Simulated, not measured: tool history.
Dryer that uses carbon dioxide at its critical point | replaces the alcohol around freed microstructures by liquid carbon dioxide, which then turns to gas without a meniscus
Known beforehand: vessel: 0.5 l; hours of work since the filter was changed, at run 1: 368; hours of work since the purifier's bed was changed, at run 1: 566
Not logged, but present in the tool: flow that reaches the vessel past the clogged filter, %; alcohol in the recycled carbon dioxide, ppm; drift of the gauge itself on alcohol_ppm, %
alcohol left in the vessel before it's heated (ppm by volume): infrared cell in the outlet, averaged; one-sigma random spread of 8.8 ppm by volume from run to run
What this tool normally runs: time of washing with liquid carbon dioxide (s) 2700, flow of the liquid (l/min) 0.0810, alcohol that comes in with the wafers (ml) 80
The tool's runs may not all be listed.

run	day	time of washing with liquid carbon dioxide (s)	flow of the liquid (l/min)	alcohol that comes in with the wafers (ml)	hours of work since the filter was changed	hours of work since the purifier's bed was changed	alcohol left in the vessel before it's heated (ppm by volume)
1	0.000	2700	0.0810	80	368	566	1084
2	2.583	2700	0.0810	80	413	611	1207
3	4.304	2700	0.0810	80	443	641	1272
# day 5.021: inlet filter changed
4	7.033	2700	0.0810	80	35	688	712
5	9.088	2700	0.0810	80	71	724	750
6	10.871	2700	0.0810	82	102	755	789
7	12.138	2700	0.0810	50	124	777	571
8	14.104	2700	0.0810	50	158	811	608
9	16.104	2700	0.0810	68	193	846	814
10	18.296	2700	0.0810	80	232	885	1039
11	20.671	2700	0.0665	80	273	926	2321
12	22.621	2460	0.0810	80	307	960	1640
13	24.025	2700	0.0810	26	332	984	547
14	26.579	2700	0.0810	26	376	1029	584
15	28.708	2700	0.0810	26	413	1066	605
# day 31.033: purifier's bed changed
# day 31.333: inlet filter changed
16	31.754	2700	0.0810	26	7	12	171
17	34.262	2700	0.0810	80	51	56	573
18	36.604	2700	0.1047	80	92	96	147
19	37.996	2700	0.0512	80	116	121	4837
20	40.325	2700	0.0810	80	157	161	714
21	41.625	2700	0.0810	80	180	184	740
22	44.333	2700	0.0810	80	227	231	812
23	45.796	2700	0.0810	80	252	257	841
24	47.742	2700	0.0810	80	286	291	923
25	48.929	2040	0.0742	26	307	311	1446
26	51.479	2340	0.0810	36	351	356	944
27	53.671	2160	0.0614	108	390	394	10566
28	55.962	2160	0.0614	108	430	434	11244
# day 57.417: inlet filter changed
29	57.850	2280	0.0916	56	8	466	580
30	59.917	2040	0.0916	56	44	502	999
31	62.067	1980	0.0585	60	81	540	6210
32	63.758	2340	0.0862	59	111	569	862
33	66.154	2340	0.0862	59	152	611	901
34	68.854	2340	0.0862	59	200	658	1002
35	71.700	1800	0.0687	52	249	708	5414
36	73.492	1800	0.0687	52	280	739	5650
37	76.204	1800	0.0687	52	328	787	6047
38	78.904	1920	0.1148	108	375	834	1530
39	81.292	1800	0.0810	31	417	875	2446
# day 83.550: inlet filter changed
40	83.779	2700	0.0810	85	4	918	734
41	85.758	3360	0.0810	80	39	953	349
42	87.908	1680	0.1254	80	76	990	907
43	89.992	4260	0.0632	80	112	1026	395
44	91.600	2340	0.0561	96	140	1055	7151
45	93.542	2340	0.0561	96	174	1088	7461
# day 94.525: purifier's bed changed
46	96.329	3420	0.0717	80	221	32	409
47	99.071	3420	0.0717	80	269	79	474

For each run, the measured value with the value that run would have given without the tool's hidden condition subtracted. The run-to-run variation is shared by both, the gauge scatter possibly not:
run	alcohol left in the vessel before it's heated (ppm by volume)
1	+610
2	+727
3	+791
4	+209
5	+259
6	+298
7	+270
8	+305
9	+398
10	+527
11	+1001
12	+854
13	+383
14	+417
15	+452
16	+8
17	+76
18	+49
19	+741
20	+231
21	+260
22	+341
23	+377
24	+442
25	+557
26	+481
27	+4116
28	+4714
29	+134
30	+208
31	+759
32	+289
33	+348
34	+440
35	+1570
36	+1764
37	+2082
38	+916
39	+1173
40	+220
41	+229
42	+323
43	+272
44	+1388
45	+1685
46	+168
47	+230
